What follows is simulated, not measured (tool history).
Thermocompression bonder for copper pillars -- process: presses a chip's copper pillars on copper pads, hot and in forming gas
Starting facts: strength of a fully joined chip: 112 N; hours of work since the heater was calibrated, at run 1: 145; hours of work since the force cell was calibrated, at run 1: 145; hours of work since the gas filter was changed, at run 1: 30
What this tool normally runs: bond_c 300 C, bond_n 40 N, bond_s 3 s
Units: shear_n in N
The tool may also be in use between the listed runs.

run,day,bond_c,bond_n,bond_s,hours of work since the heater was calibrated,hours of work since the force cell was calibrated,hours of work since the gas filter was changed,shear_n
1,0,300,40,3,145,145,30,71.8
2,1.946,300,40,3,165,165,50,71.9
3,5.829,280,40,3,205,205,90,55.7
4,8.996,280,40,3,238,238,123,55.9
5,12.738,280,40,6,277,277,162,68.5
6,14.762,300,40,3,298,298,183,70.7
7,17.467,300,40,3,326,326,211,70.2
8,21.304,300,40,3,366,366,251,69.7
9,22.962,300,40,3,383,383,268,68.4
10,26.112,300,40,3,415,415,300,69
11,29.058,320,40,3,446,446,331,82.5
12,31.308,320,40,3,469,469,354,82.1
13,34.996,320,40,3,507,507,392,82.5
14,38.071,320,40,3,539,539,424,81.4
# day 38.979: forming gas filter changed
15,40.175,320,40,3,561,561,12,84.6
16,44.192,320,40,3,602,602,54,84.7
17,47.488,300,41,3,636,636,88,69.9
18,50.304,300,41,3,666,666,117,69.2
19,53.979,300,41,3,704,704,155,68.3
20,56.496,300,41,3,730,730,181,69.2
# day 59.529: force cell calibrated
21,59.838,300,50,3,764,3,215,75.5
# day 60.225: heater calibrated with a thermocouple chip
22,63.021,300,50,3,29,35,247,83.2
23,64.912,300,33,6,49,55,267,72
24,68.117,322,27,8,82,88,300,80.9
25,72.112,300,59,3,123,129,341,91.3
26,73.983,326,59,6,142,149,361,106.8
27,77.271,326,59,6,176,183,395,104.7
28,79.404,326,59,6,199,205,417,105.9
# day 81.104: forming gas filter changed
29,81.667,315,40,3,222,228,6,82.3
30,83.692,300,40,5,243,249,27,79.4
31,85.996,300,40,5,267,273,51,80.5
32,89.304,275,57,3,301,307,85,70.6
33,91.904,275,57,3,328,334,112,71.5
34,93.946,300,32,4,349,355,133,61.1
35,97.3,300,32,4,384,390,168,61.4
36,100.254,278,41,7,414,420,198,67.8
37,103.808,278,41,7,451,457,235,68.9
38,105.979,300,58,5,473,480,257,95.8
39,107.821,307,44,3,492,499,277,77.5

Below, some changes in shear_n between adjacent runs. For each, the amount present without the hidden state too (settings, incoming material, random variation) and the amount remaining for the hidden state with gauge scatter not shared by both compared results:
The hidden state here: true temperature of the bond over the reading, C; force that reaches the chip, % of what is set; oxide that the forming gas leaves, % of the face; drift of the gauge itself on shear_n, %.
Run 14 -> 15: forming gas filter changed. shear_n +3.2 N: hidden state +3.1, all else +0.1.
Run 20 -> 21: bond_n 41 -> 50, force cell calibrated. shear_n +6.3 N: hidden state -5.7, all else +12.
Run 21 -> 22: heater calibrated with a thermocouple chip. shear_n +7.7 N: hidden state +8.2, all else -0.5.
Run 28 -> 29: bond_c 326 -> 315, bond_n 59 -> 40, bond_s 6 -> 3, forming gas filter changed. shear_n -23.6 N: hidden state +2.7, all else -26.3.
Run 37 -> 38: bond_c 278 -> 300, bond_n 41 -> 58, bond_s 7 -> 5. shear_n +26.9 N: hidden state +1.1, all else +25.8.
Run 38 -> 39: bond_c 300 -> 307, bond_n 58 -> 44, bond_s 5 -> 3. shear_n -18.3 N: hidden state -1, all else -17.3.
